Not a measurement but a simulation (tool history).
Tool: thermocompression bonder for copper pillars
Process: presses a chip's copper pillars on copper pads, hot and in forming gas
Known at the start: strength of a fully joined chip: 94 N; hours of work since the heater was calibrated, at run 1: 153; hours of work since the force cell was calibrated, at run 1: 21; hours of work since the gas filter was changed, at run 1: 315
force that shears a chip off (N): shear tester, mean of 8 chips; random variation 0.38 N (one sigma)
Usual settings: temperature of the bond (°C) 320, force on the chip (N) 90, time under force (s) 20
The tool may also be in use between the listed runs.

run,hour,temperature of the bond (°C),force on the chip (N),time under force (s),hours of work since the heater was calibrated,hours of work since the force cell was calibrated,hours of work since the gas filter was changed,force that shears a chip off (N)
1,0,320,90,20,153,21,315,34
2,39.1,320,114,20,172,40,334,39.2
3,68.8,320,114,20,187,54,349,39.2
4,95.9,320,114,20,200,68,362,39.2
# hour 106.4: forming gas filter changed
5,118.1,320,114,20,211,78,6,42.4
6,136,320,114,20,219,87,14,43.2
7,169.9,320,114,20,236,103,31,42.8
8,194.4,321,90,20,248,115,43,36.4
9,216.9,321,90,20,259,126,54,36.4
10,243.4,321,90,20,272,139,67,36.4
11,270.4,320,90,20,285,152,80,35.8
12,308.2,320,90,20,303,171,98,36.2
13,344.4,320,90,20,321,188,116,35.8
14,375.6,320,90,20,336,203,131,35.5
15,392.7,320,100,20,344,212,139,39.2

The next listed run, before its measurement:
16,424.3,305,100,26,360,227,155,?

force that shears a chip off (N): 37.8
Without the tool's hidden state the same run would have given force that shears a chip off (N) 38.

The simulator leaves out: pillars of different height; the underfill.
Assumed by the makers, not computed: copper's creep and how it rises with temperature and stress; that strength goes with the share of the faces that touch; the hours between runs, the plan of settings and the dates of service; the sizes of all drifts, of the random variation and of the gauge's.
